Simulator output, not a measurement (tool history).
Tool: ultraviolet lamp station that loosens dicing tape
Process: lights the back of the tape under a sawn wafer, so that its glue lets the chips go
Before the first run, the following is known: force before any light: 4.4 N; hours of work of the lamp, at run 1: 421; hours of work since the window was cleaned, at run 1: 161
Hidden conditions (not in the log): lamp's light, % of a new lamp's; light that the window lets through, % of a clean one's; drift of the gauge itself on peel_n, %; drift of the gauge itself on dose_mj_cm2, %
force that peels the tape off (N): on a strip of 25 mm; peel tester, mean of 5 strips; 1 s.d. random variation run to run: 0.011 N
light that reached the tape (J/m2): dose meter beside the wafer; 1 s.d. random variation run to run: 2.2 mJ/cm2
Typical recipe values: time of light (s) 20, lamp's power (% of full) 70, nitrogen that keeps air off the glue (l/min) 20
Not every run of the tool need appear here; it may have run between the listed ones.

run   hour  time of light (s)  lamp's power (% of full)  nitrogen that keeps air off the glue (l/min)  hours of work of the lamp  hours of work since the window was cleaned  force that peels the tape off (N)  light that reached the tape (J/m2)
  1      0                 20                        70                                            20                        421                                         161                              0.628                                1620
  2   24.3                 20                        70                                            20                        440                                         180                              0.637                                1620
  3   42.3                 20                        70                                            20                        453                                         194                              0.672                                1580
  4   64.5                 20                        70                                            29                        470                                         210                              0.553                                1600
  5   82.8                 20                        70                                            29                        484                                         224                               0.56                                1600
  6   96.4                 20                        70                                            20                        494                                         235                              0.696                                1500
  7  116.4                 20                        70                                            20                        510                                         250                              0.683                                1520
  8    140                 20                        70                                            13                        528                                         268                              0.881                                1520
  9  163.4                 20                        70                                            20                        545                                         286                               0.73                                1480
 10    181                 20                        70                                            20                        559                                         299                               0.75                                1500
 11  202.9                 20                        70                                            20                        576                                         316                              0.732                                1470
 12  225.1                 27                        64                                            31                        592                                         333                              0.431                                1790
 13  242.8                 34                        94                                            12                        606                                         346                              0.327                                3310
 14  259.3                 18                       100                                            12                        619                                         359                              0.714                                1820

Predict the results of run 15:
 15  271.1                 32                        94                                            11                        628                                         368                                  ?                                   ?

{"run 15": {"force that peels the tape off (N)": 0.373, "light that reached the tape (J/m2)": 3060}}
On a tool with no hidden condition, and with the same random variation, this run would have come out at force that peels the tape off (N) 0.282, light that reached the tape (J/m2) 4150.
